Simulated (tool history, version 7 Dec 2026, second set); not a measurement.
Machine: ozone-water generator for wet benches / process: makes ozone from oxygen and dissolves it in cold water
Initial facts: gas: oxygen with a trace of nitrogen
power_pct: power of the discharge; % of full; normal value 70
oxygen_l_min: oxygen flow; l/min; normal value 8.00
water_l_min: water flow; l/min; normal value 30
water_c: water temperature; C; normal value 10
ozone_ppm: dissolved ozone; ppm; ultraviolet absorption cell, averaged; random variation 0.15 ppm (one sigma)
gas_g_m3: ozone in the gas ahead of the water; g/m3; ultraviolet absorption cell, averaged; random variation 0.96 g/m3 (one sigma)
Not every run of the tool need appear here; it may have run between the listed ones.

run 1 hour=0.0 | power_pct=70 oxygen_l_min=8.00 water_l_min=30 water_c=10 | ozone_ppm=18.1 gas_g_m3=162.8
run 2 hour=190.4 | power_pct=70 oxygen_l_min=8.00 water_l_min=30 water_c=10 | ozone_ppm=18.0 gas_g_m3=163.4
run 3 hour=372.6 | power_pct=46 oxygen_l_min=8.00 water_l_min=30 water_c=10 | ozone_ppm=12.7 gas_g_m3=114.2
run 4 hour=569.3 | power_pct=59 oxygen_l_min=8.00 water_l_min=30 water_c=10 | ozone_ppm=15.7 gas_g_m3=141.1
run 5 hour=717.0 | power_pct=70 oxygen_l_min=8.00 water_l_min=34 water_c=10 | ozone_ppm=16.2 gas_g_m3=164.4
run 6 hour=813.9 | power_pct=70 oxygen_l_min=8.00 water_l_min=34 water_c=10 | ozone_ppm=16.1 gas_g_m3=163.9
run 7 hour=965.7 | power_pct=41 oxygen_l_min=8.00 water_l_min=30 water_c=10 | ozone_ppm=11.7 gas_g_m3=104.6
run 8 hour=1094.4 | power_pct=41 oxygen_l_min=8.00 water_l_min=30 water_c=10 | ozone_ppm=11.5 gas_g_m3=103.9
run 9 hour=1235.3 | power_pct=70 oxygen_l_min=8.00 water_l_min=30 water_c=10 | ozone_ppm=17.7 gas_g_m3=162.8
run 10 hour=1379.5 | power_pct=73 oxygen_l_min=8.00 water_l_min=30 water_c=10 | ozone_ppm=18.4 gas_g_m3=169.3
run 11 hour=1483.4 | power_pct=70 oxygen_l_min=8.00 water_l_min=30 water_c=10 | ozone_ppm=18.1 gas_g_m3=165.7
run 12 hour=1625.7 | power_pct=56 oxygen_l_min=8.00 water_l_min=30 water_c=10 | ozone_ppm=14.8 gas_g_m3=135.0
run 13 hour=1817.7 | power_pct=56 oxygen_l_min=8.00 water_l_min=30 water_c=10 | ozone_ppm=15.2 gas_g_m3=136.4
run 14 hour=1995.8 | power_pct=83 oxygen_l_min=8.00 water_l_min=30 water_c=14 | ozone_ppm=19.9 gas_g_m3=191.0
run 15 hour=2140.9 | power_pct=83 oxygen_l_min=8.00 water_l_min=30 water_c=14 | ozone_ppm=19.7 gas_g_m3=191.5
-- hour=2262.4 contactor cleaned
run 16 hour=2276.4 | power_pct=83 oxygen_l_min=7.57 water_l_min=30 water_c=15 | ozone_ppm=19.6 gas_g_m3=196.8
run 17 hour=2399.8 | power_pct=83 oxygen_l_min=7.57 water_l_min=30 water_c=15 | ozone_ppm=19.5 gas_g_m3=197.3
run 18 hour=2519.3 | power_pct=70 oxygen_l_min=8.00 water_l_min=21 water_c=9 | ozone_ppm=24.7 gas_g_m3=163.1
run 19 hour=2628.9 | power_pct=49 oxygen_l_min=8.00 water_l_min=48 water_c=9 | ozone_ppm=8.6 gas_g_m3=122.3
run 20 hour=2717.2 | power_pct=49 oxygen_l_min=8.00 water_l_min=48 water_c=9 | ozone_ppm=8.5 gas_g_m3=122.2
run 21 hour=2828.4 | power_pct=74 oxygen_l_min=9.34 water_l_min=30 water_c=11 | ozone_ppm=18.8 gas_g_m3=157.7
-- hour=2965.6 water thermometer calibrated
run 22 hour=2969.6 | power_pct=70 oxygen_l_min=7.06 water_l_min=30 water_c=11 | ozone_ppm=17.8 gas_g_m3=175.4

The next listed run, before its measurement:
run 23 hour=3120.1 | power_pct=70 oxygen_l_min=7.06 water_l_min=30 water_c=11 | ozone_ppm=? gas_g_m3=?

ozone_ppm: 18.0 ppm
gas_g_m3: 176.1 g/m3
On a tool with no hidden condition, and with the same random variation, this run would have come out at ozone_ppm 18.1 ppm, gas_g_m3 173.6 g/m3.
